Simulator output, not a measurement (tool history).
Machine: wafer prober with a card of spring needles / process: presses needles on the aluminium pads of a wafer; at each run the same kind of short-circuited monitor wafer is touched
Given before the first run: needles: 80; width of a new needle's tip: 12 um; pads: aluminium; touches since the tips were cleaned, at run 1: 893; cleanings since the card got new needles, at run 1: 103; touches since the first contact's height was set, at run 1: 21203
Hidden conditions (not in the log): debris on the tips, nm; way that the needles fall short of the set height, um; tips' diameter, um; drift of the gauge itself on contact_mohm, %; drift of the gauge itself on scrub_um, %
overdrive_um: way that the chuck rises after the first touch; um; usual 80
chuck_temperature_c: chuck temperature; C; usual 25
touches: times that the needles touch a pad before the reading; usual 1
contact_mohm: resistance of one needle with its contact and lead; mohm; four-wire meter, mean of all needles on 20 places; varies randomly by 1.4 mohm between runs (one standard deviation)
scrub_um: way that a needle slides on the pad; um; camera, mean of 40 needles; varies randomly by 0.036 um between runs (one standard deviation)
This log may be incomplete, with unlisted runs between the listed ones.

run   hour  overdrive_um  chuck_temperature_c  touches  touches since the tips were cleaned  cleanings since the card got new needles  touches since the first contact's height was set  contact_mohm  scrub_um
  1    0.0            80                   25        1                                  893                                       103                                             21203           137     13.27
      24.1  -- tips cleaned on abrasive film
      53.4  -- tips cleaned on abrasive film
      82.5  -- tips cleaned on abrasive film
  2   83.8            80                   79        1                                  362                                       106                                             45290           145     13.19
     108.4  -- tips cleaned on abrasive film
     138.7  -- tips cleaned on abrasive film
  3  145.5            80                   25        1                                 1964                                       108                                             63029           140     13.26
     168.4  -- tips cleaned on abrasive film
     197.6  -- tips cleaned on abrasive film
  4  217.1            64                   25        1                                 5621                                       110                                             83639           168     10.56
     227.4  -- tips cleaned on abrasive film
     256.2  -- tips cleaned on abrasive film
     286.1  -- tips cleaned on abrasive film
  5  288.0            64                   25        1                                  530                                       113                                            104003           142     10.48
     317.8  -- tips cleaned on abrasive film
  6  324.7            64                   25        1                                 1988                                       114                                            114564           155     10.47
     344.0  -- tips cleaned on abrasive film, once more
  7  366.3            64                   25        2                                 6451                                       115                                            126551           151     10.48
     372.8  -- tips cleaned on abrasive film
     402.7  -- tips cleaned on abrasive film
     429.5  -- tips cleaned on abrasive film
  8  445.3            64                   25        2                                 4548                                       118                                            149234           153     10.38
     456.1  -- tips cleaned on abrasive film
     481.7  -- tips cleaned on abrasive film
  9  499.2            64                   25        2                                 5037                                       120                                            164744           153     10.37
     509.7  -- tips cleaned on abrasive film
     538.0  -- tips cleaned on abrasive film
 10  543.2            64                   79        2                                 1490                                       122                                            177383           149     10.41
     567.9  -- tips cleaned on abrasive film
     598.7  -- tips cleaned on abrasive film
     625.5  -- tips cleaned on abrasive film
 11  634.1            64                   79        2                                 2497                                       125                                            203523           157     10.32
     657.2  -- tips cleaned on abrasive film
     685.8  -- tips cleaned on abrasive film
     702.4  -- height of the first contact set anew
     714.1  -- tips cleaned on abrasive film
 12  722.5            80                   25        1                                 2415                                       128                                              5753           148     13.35
     745.9  -- tips cleaned on abrasive film
 13  765.9            80                   25        1                                 5746                                       129                                             18239           156     13.35
     777.2  -- tips cleaned on abrasive film
     805.4  -- tips cleaned on abrasive film
 14  813.4            80                   25        1                                 2315                                       131                                             31911           147     13.34

What does the tool deliver on the next run?
     834.8  -- tips cleaned on abrasive film
     860.7  -- tips cleaned on abrasive film
 15  877.0            80                   25        1                                 4705                                       133                                             50188             ?         ?

contact_mohm: 154 mohm
scrub_um: 13.27 um
Take away the tool's hidden state, keep the run-to-run variation as it was, and the same run would have given contact_mohm 129 mohm, scrub_um 13.35 um.
